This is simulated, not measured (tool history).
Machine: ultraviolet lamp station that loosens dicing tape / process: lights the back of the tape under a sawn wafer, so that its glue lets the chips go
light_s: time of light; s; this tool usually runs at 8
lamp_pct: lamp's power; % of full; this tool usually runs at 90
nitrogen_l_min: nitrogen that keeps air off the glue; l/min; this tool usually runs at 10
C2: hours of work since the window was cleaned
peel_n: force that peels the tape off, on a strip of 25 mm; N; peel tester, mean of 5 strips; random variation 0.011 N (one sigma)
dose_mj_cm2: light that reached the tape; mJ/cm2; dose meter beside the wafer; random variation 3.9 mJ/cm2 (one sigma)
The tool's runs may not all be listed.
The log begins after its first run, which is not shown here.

run 2 hour=21.4 | light_s=8 lamp_pct=63 nitrogen_l_min=10 | hours_of_work_of_the_lamp=277 C2=297 | peel_n=0.778 dose_mj_cm2=461
run 3 hour=38.8 | light_s=8 lamp_pct=90 nitrogen_l_min=10 | hours_of_work_of_the_lamp=284 C2=304 | peel_n=0.466 dose_mj_cm2=657
-- hour=52.1 window cleaned of glue's vapour
run 4 hour=65.9 | light_s=10 lamp_pct=90 nitrogen_l_min=10 | hours_of_work_of_the_lamp=295 C2=6 | peel_n=0.338 dose_mj_cm2=827
run 5 hour=92.8 | light_s=8 lamp_pct=90 nitrogen_l_min=17 | hours_of_work_of_the_lamp=306 C2=17 | peel_n=0.367 dose_mj_cm2=657
run 6 hour=121.6 | light_s=8 lamp_pct=90 nitrogen_l_min=17 | hours_of_work_of_the_lamp=318 C2=28 | peel_n=0.388 dose_mj_cm2=658
run 7 hour=143.9 | light_s=8 lamp_pct=90 nitrogen_l_min=17 | hours_of_work_of_the_lamp=327 C2=38 | peel_n=0.366 dose_mj_cm2=663
run 8 hour=170.9 | light_s=8 lamp_pct=90 nitrogen_l_min=12 | hours_of_work_of_the_lamp=338 C2=49 | peel_n=0.424 dose_mj_cm2=662
run 9 hour=185 | light_s=8 lamp_pct=90 nitrogen_l_min=10 | hours_of_work_of_the_lamp=344 C2=54 | peel_n=0.463 dose_mj_cm2=653
run 10 hour=209.9 | light_s=8 lamp_pct=90 nitrogen_l_min=10 | hours_of_work_of_the_lamp=354 C2=65 | peel_n=0.482 dose_mj_cm2=657
run 11 hour=231.9 | light_s=8 lamp_pct=90 nitrogen_l_min=10 | hours_of_work_of_the_lamp=363 C2=74 | peel_n=0.48 dose_mj_cm2=662
run 12 hour=252.7 | light_s=6 lamp_pct=90 nitrogen_l_min=10 | hours_of_work_of_the_lamp=372 C2=82 | peel_n=0.722 dose_mj_cm2=496
run 13 hour=278.5 | light_s=6 lamp_pct=90 nitrogen_l_min=10 | hours_of_work_of_the_lamp=382 C2=93 | peel_n=0.737 dose_mj_cm2=493
run 14 hour=290.4 | light_s=6 lamp_pct=90 nitrogen_l_min=10 | hours_of_work_of_the_lamp=387 C2=97 | peel_n=0.765 dose_mj_cm2=491
run 15 hour=316.2 | light_s=8 lamp_pct=90 nitrogen_l_min=7 | hours_of_work_of_the_lamp=398 C2=108 | peel_n=0.59 dose_mj_cm2=660
run 16 hour=328.6 | light_s=8 lamp_pct=90 nitrogen_l_min=7 | hours_of_work_of_the_lamp=403 C2=113 | peel_n=0.593 dose_mj_cm2=657
run 17 hour=347.2 | light_s=8 lamp_pct=90 nitrogen_l_min=7 | hours_of_work_of_the_lamp=410 C2=121 | peel_n=0.592 dose_mj_cm2=664
run 18 hour=374.3 | light_s=5 lamp_pct=90 nitrogen_l_min=10 | hours_of_work_of_the_lamp=421 C2=132 | peel_n=0.916 dose_mj_cm2=410
run 19 hour=391.4 | light_s=12 lamp_pct=90 nitrogen_l_min=6 | hours_of_work_of_the_lamp=428 C2=139 | peel_n=0.36 dose_mj_cm2=986
run 20 hour=417.1 | light_s=9 lamp_pct=90 nitrogen_l_min=5 | hours_of_work_of_the_lamp=439 C2=149 | peel_n=0.588 dose_mj_cm2=744
run 21 hour=437.6 | light_s=5 lamp_pct=90 nitrogen_l_min=3 | hours_of_work_of_the_lamp=447 C2=158 | peel_n=1.515 dose_mj_cm2=409

For run 22, what comes out?
run 22 hour=460.9 | light_s=8 lamp_pct=66 nitrogen_l_min=4 | hours_of_work_of_the_lamp=457 C2=167 | peel_n=? dose_mj_cm2=?

{"run 22": {"peel_n": 1.167, "dose_mj_cm2": 486}}
Had the tool carried no hidden state, the very same run would have given peel_n 1.165 N, dose_mj_cm2 487 mJ/cm2.
